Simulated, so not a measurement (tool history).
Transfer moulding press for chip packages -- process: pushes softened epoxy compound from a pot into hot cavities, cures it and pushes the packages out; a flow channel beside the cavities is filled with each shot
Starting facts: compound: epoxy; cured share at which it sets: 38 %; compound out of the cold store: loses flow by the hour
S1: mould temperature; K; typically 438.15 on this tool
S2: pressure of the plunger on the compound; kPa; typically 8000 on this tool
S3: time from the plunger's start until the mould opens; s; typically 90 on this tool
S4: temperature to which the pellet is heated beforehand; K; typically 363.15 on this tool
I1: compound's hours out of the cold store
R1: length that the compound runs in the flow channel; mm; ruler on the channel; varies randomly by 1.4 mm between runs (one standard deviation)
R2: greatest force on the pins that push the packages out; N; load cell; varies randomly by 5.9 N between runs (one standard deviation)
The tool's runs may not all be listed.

run 1 hour=0.0 | S1=438.15 S2=8000 S3=90 S4=363.15 | I1=38.5 | R1=477 R2=259
-- hour=46.9 plunger's sealing rings changed
-- hour=48.4 cavities cleaned with cleaning compound and waxed
run 2 hour=67.0 | S1=438.15 S2=8000 S3=90 S4=363.15 | I1=32.4 | R1=517 R2=284
-- hour=102.2 cavities cleaned with cleaning compound and waxed
run 3 hour=105.6 | S1=438.15 S2=6720 S3=90 S4=363.15 | I1=20.0 | R1=490 R2=245
-- hour=111.9 mould's thermocouples calibrated
run 4 hour=151.6 | S1=438.15 S2=6720 S3=90 S4=363.15 | I1=24.9 | R1=479 R2=333
-- hour=159.2 cavities cleaned with cleaning compound and waxed
-- hour=215.9 cavities cleaned with cleaning compound and waxed
run 5 hour=215.9 | S1=438.15 S2=6720 S3=90 S4=363.15 | I1=9.7 | R1=501 R2=232
-- hour=270.8 cavities cleaned with cleaning compound and waxed
run 6 hour=270.8 | S1=438.15 S2=6720 S3=90 S4=363.15 | I1=37.9 | R1=450 R2=230
run 7 hour=317.8 | S1=438.15 S2=6720 S3=90 S4=363.15 | I1=14.3 | R1=485 R2=380
-- hour=325.7 cavities cleaned with cleaning compound and waxed
-- hour=380.3 cavities cleaned with cleaning compound and waxed
run 8 hour=380.3 | S1=438.15 S2=8000 S3=90 S4=373.15 | I1=8.4 | R1=534 R2=214
run 9 hour=427.1 | S1=438.15 S2=8000 S3=90 S4=373.15 | I1=10.2 | R1=528 R2=364
-- hour=437.5 mould's thermocouples calibrated, once more
-- hour=439.0 cavities cleaned with cleaning compound and waxed
-- hour=460.5 plunger's sealing rings changed
run 10 hour=476.2 | S1=438.15 S2=8000 S3=90 S4=373.15 | I1=42.9 | R1=494 R2=336
-- hour=495.9 cavities cleaned with cleaning compound and waxed
run 11 hour=544.8 | S1=438.15 S2=8000 S3=76 S4=363.15 | I1=46.9 | R1=482 R2=397
-- hour=553.9 cavities cleaned with cleaning compound and waxed
-- hour=609.7 cavities cleaned with cleaning compound and waxed
run 12 hour=618.4 | S1=438.15 S2=8000 S3=90 S4=363.15 | I1=24.2 | R1=520 R2=258
-- hour=667.3 cavities cleaned with cleaning compound and waxed
run 13 hour=676.8 | S1=438.15 S2=9850 S3=90 S4=363.15 | I1=40.0 | R1=539 R2=255
-- hour=724.5 cavities cleaned with cleaning compound and waxed
run 14 hour=757.3 | S1=441.15 S2=9850 S3=77 S4=357.15 | I1=38.3 | R1=527 R2=325
-- hour=783.3 cavities cleaned with cleaning compound and waxed
run 15 hour=803.4 | S1=438.15 S2=8000 S3=90 S4=363.15 | I1=44.2 | R1=469 R2=293
-- hour=837.0 cavities cleaned with cleaning compound and waxed
-- hour=864.5 plunger's sealing rings changed
run 16 hour=877.7 | S1=438.15 S2=8000 S3=94 S4=357.15 | I1=34.1 | R1=514 R2=321
-- hour=896.4 cavities cleaned with cleaning compound and waxed
-- hour=950.2 cavities cleaned with cleaning compound and waxed
run 17 hour=950.9 | S1=432.15 S2=8000 S3=90 S4=355.15 | I1=15.4 | R1=560 R2=280
-- hour=1003.7 cavities cleaned with cleaning compound and waxed
run 18 hour=1030.8 | S1=434.15 S2=8000 S3=116 S4=355.15 | I1=42.1 | R1=494 R2=297
-- hour=1063.3 cavities cleaned with cleaning compound and waxed
run 19 hour=1101.6 | S1=438.15 S2=8000 S3=90 S4=371.15 | I1=20.2 | R1=516 R2=352
-- hour=1116.2 cavities cleaned with cleaning compound and waxed
run 20 hour=1145.5 | S1=438.15 S2=6910 S3=95 S4=372.15 | I1=28.8 | R1=462 R2=308
-- hour=1174.4 cavities cleaned with cleaning compound and waxed
-- hour=1230.5 cavities cleaned with cleaning compound and waxed
run 21 hour=1230.5 | S1=438.15 S2=6910 S3=95 S4=372.15 | I1=25.5 | R1=460 R2=206
-- hour=1268.2 plunger's sealing rings changed
-- hour=1287.2 mould's thermocouples calibrated
-- hour=1288.7 cavities cleaned with cleaning compound and waxed
run 22 hour=1290.7 | S1=434.15 S2=6430 S3=107 S4=371.15 | I1=37.6 | R1=460 R2=226
-- hour=1345.7 cavities cleaned with cleaning compound and waxed
run 23 hour=1380.2 | S1=434.15 S2=6430 S3=127 S4=371.15 | I1=37.0 | R1=455 R2=315
-- hour=1400.2 cavities cleaned with cleaning compound and waxed
run 24 hour=1419.8 | S1=435.15 S2=8680 S3=127 S4=357.15 | I1=33.5 | R1=530 R2=272
-- hour=1455.5 cavities cleaned with cleaning compound and waxed
run 25 hour=1505.6 | S1=432.15 S2=8000 S3=90 S4=366.15 | I1=47.5 | R1=485 R2=431

Each row is a separate what-if for the run after 25, all from the same tool condition, not one after another. Results?
-- hour=1512.2 cavities cleaned with cleaning compound and waxed
-- hour=1567.7 cavities cleaned with cleaning compound and waxed
run A hour=1575.6 | S1=443.15 S2=7140 S3=93 S4=363.15 | I1=31.1 | R1=? R2=?
-- hour=1512.2 cavities cleaned with cleaning compound and waxed
-- hour=1567.7 cavities cleaned with cleaning compound and waxed
run B hour=1575.6 | S1=443.15 S2=8000 S3=90 S4=369.15 | I1=32.0 | R1=? R2=?
-- hour=1512.2 cavities cleaned with cleaning compound and waxed
-- hour=1567.7 cavities cleaned with cleaning compound and waxed
run C hour=1575.6 | S1=432.15 S2=8780 S3=90 S4=364.15 | I1=40.2 | R1=? R2=?

run=A R1=458 R2=248
run=B R1=482 R2=245
run=C R1=520 R2=327
With no hidden state in the tool, these same runs would have given:
run=A R1=481 R2=213
run=B R1=506 R2=209
run=C R1=545 R2=276
